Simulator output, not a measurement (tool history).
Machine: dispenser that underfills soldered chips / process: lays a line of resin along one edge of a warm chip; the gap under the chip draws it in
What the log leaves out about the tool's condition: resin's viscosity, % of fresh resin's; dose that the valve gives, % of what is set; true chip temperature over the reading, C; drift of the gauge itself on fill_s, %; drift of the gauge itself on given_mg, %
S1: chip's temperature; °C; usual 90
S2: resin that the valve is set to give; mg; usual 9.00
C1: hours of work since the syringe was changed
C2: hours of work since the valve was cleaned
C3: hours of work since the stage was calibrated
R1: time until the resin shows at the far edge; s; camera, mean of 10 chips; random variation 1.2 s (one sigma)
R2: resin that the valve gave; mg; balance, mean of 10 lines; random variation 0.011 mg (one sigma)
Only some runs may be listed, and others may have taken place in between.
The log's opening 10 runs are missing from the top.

run,hour,S1,S2,C1,C2,C3,R1,R2
11,95.4,90,9.00,4,32,398,157.9,8.88
12,101.8,90,9.00,9,37,403,249.0,8.86
# hour 106.0: new syringe of resin
13,108.7,90,9.00,2,42,408,132.2,8.82
# hour 116.0: dispensing valve cleaned and set on the balance
14,121.2,90,9.00,11,4,417,293.2,8.99
# hour 122.6: new syringe of resin
15,129.7,90,9.00,6,10,423,178.1,8.95
16,134.9,90,9.00,10,14,427,253.2,8.96
# hour 138.9: new syringe of resin
17,147.9,90,9.00,7,24,437,204.0,8.90
# hour 154.3: new syringe of resin
18,160.7,103,9.00,5,34,446,95.2,8.86
19,167.6,103,9.00,10,39,452,153.6,8.83
# hour 169.8: new syringe of resin
# hour 178.5: dispensing valve cleaned and set on the balance
20,179.1,90,10.75,6,0,460,191.3,10.79
# hour 186.4: new syringe of resin
21,190.0,90,10.75,3,9,468,136.3,10.73
22,201.3,90,10.75,12,17,477,305.2,10.67
# hour 202.2: new syringe of resin
23,214.3,104,11.04,9,27,486,133.8,10.92
# hour 218.2: new syringe of resin
24,224.0,87,10.28,5,35,494,187.7,10.12
# hour 233.6: new syringe of resin
25,235.5,87,10.28,1,43,502,139.3,10.10
# hour 240.7: dispensing valve cleaned and set on the balance
26,246.1,104,11.33,9,4,510,128.5,11.29
# hour 250.4: new syringe of resin
27,255.6,82,7.80,4,11,517,239.1,7.75
28,265.2,82,7.80,11,19,524,453.5,7.71
# hour 266.5: new syringe of resin
29,274.0,82,7.80,6,25,531,270.5,7.69
# hour 282.4: new syringe of resin
30,286.0,100,11.58,3,34,540,87.5,11.41
31,292.2,88,9.00,8,39,545,235.9,8.81
# hour 297.6: new syringe of resin
32,297.6,77,8.56,0,43,549,199.2,8.38
# hour 302.7: dispensing valve cleaned and set on the balance
33,304.7,101,7.61,5,1,553,104.9,7.60
# hour 314.0: new syringe of resin
34,314.0,90,11.21,0,9,560,103.8,11.16
35,324.2,90,11.21,8,16,568,210.1,11.14

What if the next run were any one of these 4? Each begins from the tool's condition after run 35:
# hour 329.4: new syringe of resin
A,335.5,100,11.48,5,25,577,?,?
# hour 329.4: new syringe of resin
B,335.5,92,8.53,5,25,577,?,?
# hour 329.4: new syringe of resin
C,335.5,90,10.80,5,25,577,?,?
# hour 329.4: new syringe of resin
D,335.5,82,9.00,5,25,577,?,?

run,R1,R2
A,104.3,11.33
B,155.0,8.41
C,164.0,10.64
D,245.3,8.88
With no hidden state in the tool, these same runs would have given:
run,R1,R2
A,73.0,11.48
B,108.8,8.52
C,115.4,10.78
D,173.0,9.00
